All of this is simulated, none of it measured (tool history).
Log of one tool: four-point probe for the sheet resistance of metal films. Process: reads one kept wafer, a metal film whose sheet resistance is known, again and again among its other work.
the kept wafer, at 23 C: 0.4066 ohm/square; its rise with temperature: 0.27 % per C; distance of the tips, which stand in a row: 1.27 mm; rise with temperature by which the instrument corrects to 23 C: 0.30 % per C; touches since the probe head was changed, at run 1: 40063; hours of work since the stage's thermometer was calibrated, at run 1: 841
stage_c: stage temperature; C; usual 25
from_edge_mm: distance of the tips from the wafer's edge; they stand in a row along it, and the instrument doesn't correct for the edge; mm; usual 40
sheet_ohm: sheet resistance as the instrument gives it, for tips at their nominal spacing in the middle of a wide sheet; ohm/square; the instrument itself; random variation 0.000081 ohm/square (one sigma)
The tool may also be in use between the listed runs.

run	hour	stage_c	from_edge_mm	touches since the probe head was changed	hours of work since the stage's thermometer was calibrated	sheet_ohm
1	0	25	40	40063	841	0.408941
2	49.1	25	40	41745	876	0.40923
3	107.8	25	9	43757	918	0.413555
4	181.5	25	40	46283	971	0.409491
5	247.5	25	40	48543	1019	0.409738
6	315.6	25	40	50878	1068	0.410068
7	374.7	25	5	52903	1110	0.423618
8	418.4	25	5	54401	1142	0.423631
9	490.8	25	5	56880	1194	0.423912
10	564.2	25	5	59397	1247	0.424112
11	617.2	25	40	61212	1285	0.410775
# hour 624.2: stage's thermometer calibrated
12	677.9	25	40	63277	39	0.410775
13	725.8	25	39	64916	73	0.411065
# hour 798.1: new probe head fitted
14	798.1	25	39	0	124	0.406201
15	856.9	25	40	2016	167	0.406432
# hour 875: stage's thermometer calibrated, once more
16	911.9	25	40	3883	26	0.407031
17	968.8	19	40	5833	67	0.407744
18	1005.9	19	40	7106	94	0.407885

The next listed run, before its measurement:
19	1069.8	27	41	9296	140	?

sheet_ohm: 0.407282 ohm/square
Without the tool's hidden state the same run would have given sheet_ohm 0.406416 ohm/square.
